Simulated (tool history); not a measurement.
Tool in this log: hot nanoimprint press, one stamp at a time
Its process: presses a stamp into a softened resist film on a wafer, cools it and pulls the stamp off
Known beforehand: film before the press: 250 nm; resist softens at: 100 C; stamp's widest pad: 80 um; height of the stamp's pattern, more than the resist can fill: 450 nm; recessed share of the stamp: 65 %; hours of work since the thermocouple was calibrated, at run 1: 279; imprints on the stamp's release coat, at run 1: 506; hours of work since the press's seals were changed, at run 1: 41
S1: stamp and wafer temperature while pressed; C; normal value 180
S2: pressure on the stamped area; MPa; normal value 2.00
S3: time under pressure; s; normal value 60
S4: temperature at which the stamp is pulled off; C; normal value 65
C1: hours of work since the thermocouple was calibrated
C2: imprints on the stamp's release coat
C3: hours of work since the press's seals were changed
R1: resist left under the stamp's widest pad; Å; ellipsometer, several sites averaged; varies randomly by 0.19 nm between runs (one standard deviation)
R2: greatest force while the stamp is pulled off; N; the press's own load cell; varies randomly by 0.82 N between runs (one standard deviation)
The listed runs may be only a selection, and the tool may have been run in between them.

Run 1, hour 0.0: usual settings; C1 279; C2 506; C3 41. Result: R1 1239 Å, R2 136.8 N.
Run 2, hour 10.1: usual settings but S2 1.50 MPa; C1 284; C2 536; C3 46. Result: R1 1404 Å, R2 134.1 N.
Run 3, hour 19.7: usual settings but S1 178 C, S2 1.50 MPa; C1 288; C2 564; C3 51. Result: R1 1498 Å, R2 135.6 N.
Run 4, hour 24.8: usual settings but S1 190 C; C1 291; C2 579; C3 54. Result: R1 843 Å, R2 136.3 N.
Run 5, hour 29.4: usual settings; C1 293; C2 593; C3 56. Result: R1 1234 Å, R2 136.6 N.
Run 6, hour 37.9: usual settings but S1 171 C; C1 297; C2 617; C3 60. Result: R1 1696 Å, R2 135.3 N.
Run 7, hour 48.6: usual settings but S1 171 C; C1 303; C2 649; C3 65. Result: R1 1688 Å, R2 137.1 N.
Run 8, hour 54.1: usual settings but S1 171 C; C1 305; C2 665; C3 68. Result: R1 1690 Å, R2 135.2 N.
Run 9, hour 60.9: usual settings but S1 171 C; C1 309; C2 685; C3 71. Result: R1 1692 Å, R2 135.9 N.
Run 10, hour 71.1: usual settings but S1 171 C; C1 314; C2 715; C3 77. Result: R1 1689 Å, R2 135.6 N.
Run 11, hour 81.9: usual settings but S1 171 C; C1 319; C2 746; C3 82. Result: R1 1688 Å, R2 136.0 N.
Run 12, hour 91.2: usual settings but S1 171 C; C1 324; C2 773; C3 86. Result: R1 1687 Å, R2 136.4 N.
Run 13, hour 98.1: usual settings but S1 171 C; C1 327; C2 794; C3 90. Result: R1 1687 Å, R2 136.4 N.
Run 14, hour 103.2: usual settings but S3 108 s; C1 330; C2 809; C3 92. Result: R1 987 Å, R2 136.3 N.
Run 15, hour 111.1: usual settings but S3 108 s; C1 334; C2 832; C3 96. Result: R1 989 Å, R2 134.5 N.
Run 16, hour 116.0: usual settings but S3 108 s; C1 336; C2 846; C3 99. Result: R1 988 Å, R2 135.9 N.
At hour 125.1: gauge calibrated.
Run 17, hour 126.1: usual settings but S1 187 C, S3 56 s; C1 341; C2 876; C3 104. Result: R1 974 Å, R2 135.6 N.
Run 18, hour 133.8: usual settings but S1 168 C, S4 71 C; C1 345; C2 898; C3 108. Result: R1 1854 Å, R2 118.0 N.
Run 19, hour 142.5: usual settings but S1 168 C, S4 71 C; C1 349; C2 924; C3 112. Result: R1 1856 Å, R2 118.9 N.
Run 20, hour 151.2: usual settings but S1 179 C, S3 49 s, S4 51 C; C1 353; C2 949; C3 116. Result: R1 1375 Å, R2 178.3 N.
At hour 160.6: stamp cleaned and given a new release coat.
Run 21, hour 166.2: usual settings but S1 179 C, S3 49 s, S4 51 C; C1 358; C2 17; C3 121. Result: R1 1370 Å, R2 178.0 N.
Run 22, hour 176.5: usual settings but S1 179 C, S3 49 s, S4 51 C; C1 363; C2 47; C3 126. Result: R1 1370 Å, R2 177.5 N.
Run 23, hour 184.4: usual settings but S1 179 C, S3 49 s, S4 51 C; C1 367; C2 70; C3 130. Result: R1 1370 Å, R2 177.8 N.
Run 24, hour 194.2: usual settings but S1 179 C, S3 49 s, S4 51 C; C1 372; C2 98; C3 135. Result: R1 1368 Å, R2 178.3 N.
Run 25, hour 202.9: usual settings but S1 169 C, S3 49 s, S4 71 C; C1 376; C2 124; C3 139. Result: R1 1875 Å, R2 117.9 N.
Run 26, hour 212.0: usual settings but S1 169 C, S2 2.04 MPa, S3 49 s, S4 71 C; C1 381; C2 151; C3 143. Result: R1 1861 Å, R2 119.2 N.
Run 27, hour 217.0: usual settings but S1 169 C, S2 2.04 MPa, S3 49 s, S4 71 C; C1 383; C2 165; C3 146. Result: R1 1863 Å, R2 117.8 N.
Run 28, hour 224.5: usual settings but S1 169 C, S2 2.04 MPa, S3 49 s, S4 71 C; C1 387; C2 187; C3 150. Result: R1 1859 Å, R2 118.8 N.
At hour 232.3: plate thermocouple calibrated.
Run 29, hour 232.9: usual settings but S2 1.26 MPa; C1 0; C2 203; C3 152. Result: R1 1492 Å, R2 135.7 N.

Each row is a separate what-if for the run after 29, all from the same tool condition, not one after another. Results?
Run A, hour 240.7: usual settings but S1 172 C, S3 35 s; C1 4; C2 226; C3 156. Result: R1 ?, R2 ?.
Run B, hour 240.7: usual settings but S2 1.26 MPa, S3 41 s; C1 4; C2 226; C3 156. Result: R1 ?, R2 ?.
Run C, hour 240.7: usual settings but S3 70 s, S4 69 C; C1 4; C2 226; C3 156. Result: R1 ?, R2 ?.
Run D, hour 240.7: usual settings but S2 2.23 MPa, S3 85 s, S4 66 C; C1 4; C2 226; C3 156. Result: R1 ?, R2 ?.
Run E, hour 240.7: usual settings but S1 187 C, S2 1.77 MPa, S4 69 C; C1 4; C2 226; C3 156. Result: R1 ?, R2 ?.

run    R1     R2
  A  1858  136.0
  B  1659  135.0
  C  1164  123.6
  D  1028  133.2
  E  1000  125.0
Stripped of hidden state, with their random variation kept, the same runs would have yielded:
run    R1     R2
  A  1874  135.8
  B  1673  134.9
  C  1174  123.4
  D  1037  133.1
  E  1009  124.9

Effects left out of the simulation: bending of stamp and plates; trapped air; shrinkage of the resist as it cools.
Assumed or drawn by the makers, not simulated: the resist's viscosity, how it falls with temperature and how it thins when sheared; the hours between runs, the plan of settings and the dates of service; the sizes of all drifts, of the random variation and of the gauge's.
